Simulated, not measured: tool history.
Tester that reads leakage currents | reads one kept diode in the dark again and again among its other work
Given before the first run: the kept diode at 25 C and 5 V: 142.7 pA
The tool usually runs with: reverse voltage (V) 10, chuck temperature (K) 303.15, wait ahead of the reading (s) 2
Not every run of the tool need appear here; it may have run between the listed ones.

run	hour	reverse voltage (V)	chuck temperature (K)	wait ahead of the reading (s)	current that the tester gives (pA)
1	0	10	303.15	2	256.89
2	117.6	10	303.15	2	258.63
3	198.6	10	301.15	2	221.61
4	281.9	10	303.15	2	256.13
5	394.6	10	303.15	2	255.85
6	538.2	4.8	303.15	2	200.02
# hour 552.8: chuck's temperature calibrated
7	672	4.8	303.15	2	211.96
8	750.5	10	303.15	5.48	268.45
9	889.1	10	303.15	5.02	267.2
10	1017.8	10	306.15	2	335.03
11	1084.8	10	306.15	2	333.95
12	1237.6	8.2	303.15	2	249.39
13	1366.9	9.1	303.15	2	256.99
14	1496.4	10	303.15	1.6	264.86
15	1623.2	10	303.15	2	263.71
16	1717	10	303.15	4.66	262.42
17	1828.3	10	303.15	4.66	261.61
18	1892.5	10	303.15	2	262.75
19	1996.4	1.3	303.15	2	132.02
# hour 2007.4: probe card cleaned and baked
# hour 2126.5: chuck's temperature calibrated
20	2158.9	1.3	303.15	2	140.12
21	2270.9	1.3	303.15	2	139.39
22	2424.5	14.4	299.15	2	243.1
23	2553.5	9.1	301.15	0.56	237.26
# hour 2588.6: probe card cleaned and baked, once more
24	2643	2.5	306.15	2	210.03
25	2796.5	2.5	306.15	2	208.87
26	2888.2	1.9	306.15	0.94	190.62
27	3004.4	3.5	295.15	2	97.93
28	3095.4	3.5	295.15	2	98.04
29	3218.7	2.6	296.15	3.5	95.49
30	3323.8	2.1	314.15	1.08	349.76
31	3478.9	2.3	331.15	0.89	1133.47
32	3613.7	3.2	304.15	0.47	190.12
# hour 3690.8: chuck's temperature calibrated
33	3729	3.2	327.15	0.47	983.59
34	3817.6	1.5	318.15	0.69	418.6
35	3888.9	1.5	318.15	0.69	420.72
36	4017.6	1.3	300.15	2.45	105.79
37	4168.2	10	300.15	2	206.51
38	4319.2	5.1	303.15	0.88	206.02
39	4439.8	5.1	303.15	0.88	205.11
40	4570.7	4.1	303.15	0.88	189.98

Forecast each of these 3 alternatives for the next run:
A	4676	19.6	294.15	3.57	?
B	4676	12.1	303.15	6.26	?
C	4676	4.1	302.15	0.52	?

run	current that the tester gives (pA)
A	166.13
B	270.73
C	176.03
What these runs would have given with no unlogged condition in the tool:
run	current that the tester gives (pA)
A	161.6
B	279.37
C	184.78

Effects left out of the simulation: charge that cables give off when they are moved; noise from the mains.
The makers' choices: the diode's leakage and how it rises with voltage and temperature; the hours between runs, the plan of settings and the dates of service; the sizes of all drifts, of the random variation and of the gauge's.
